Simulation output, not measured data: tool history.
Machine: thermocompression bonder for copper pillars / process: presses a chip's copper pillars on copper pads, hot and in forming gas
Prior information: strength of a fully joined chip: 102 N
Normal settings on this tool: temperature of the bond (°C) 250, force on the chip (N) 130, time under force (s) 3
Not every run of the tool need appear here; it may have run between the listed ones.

run   hour  temperature of the bond (°C)  force on the chip (N)  time under force (s)  force that shears a chip off (N)
  1    0.0                           250                    130                     3                              57.1
  2    7.5                           250                    130                     3                              57.2
  3   15.0                           232                    130                     3                              44.4
  4   22.4                           222                    130                     3                              37.4
  5   28.9                           250                    130                     3                              56.8
  6   34.5                           250                    130                     3                              56.2
  7   41.0                           261                    130                     3                              63.4
  8   45.7                           261                    130                     4                              69.9
  9   50.9                           261                    130                     4                              69.9
 10   57.2                           250                     79                     3                              32.6
 11   65.8                           250                     79                     3                              32.5
 12   71.8                           250                    169                     3                              70.1
 13   76.5                           250                    169                     3                              70.3
 14   82.1                           250                    169                     3                              69.4
 15   89.2                           274                    169                     3                              85.2
 16   98.7                           235                    130                     3                              42.9
 17  102.5                           266                    105                     5                              62.8
 18  108.0                           250                    130                     2                              46.2
 19  111.9                           250                    130                     2                              46.8
 20  120.4                           250                    130                     2                              46.2
 21  124.6                           271                    177                     2                              74.8
 22  131.2                           271                    177                     2                              81.1
 23  138.0                           271                    177                     2                              79.9
 24  145.1                           268                    100                     5                              65.9
 25  153.1                           268                    100                     5                              65.7
 26  159.7                           223                     90                     4                              30.9
 27  167.2                           223                     90                     4                              29.7
 28  170.9                           260                    129                     2                              59.1

Between the runs listed above, the log contained 3 entries, not reproduced here. Where in the sequence does each belong, and how does what the log doesn't record of the tool's condition differ from the listed run before to the listed run after?
Between runs 15 and 16: heater calibrated with a thermocouple chip (hour 91.6)
  true temperature of the bond over the reading, C: -5 -> -7.7; oxide that the forming gas leaves, % of the face: 3.18 -> 3.32
  measured minus no-state result, force that shears a chip off (N): -5.2 -> -7.4
Between runs 21 and 22: heater calibrated with a thermocouple chip, once more (hour 130.0)
  true temperature of the bond over the reading, C: -7.9 -> -0.2; oxide that the forming gas leaves, % of the face: 3.86 -> 3.96
  measured minus no-state result, force that shears a chip off (N): -7.8 -> -3.5
Between runs 25 and 26: forming gas filter changed (hour 159.1)
  force that reaches the chip, % of what is set: 98.8 -> 98.7; oxide that the forming gas leaves, % of the face: 4.42 -> 0.54
  measured minus no-state result, force that shears a chip off (N): -3.5 -> -0.7
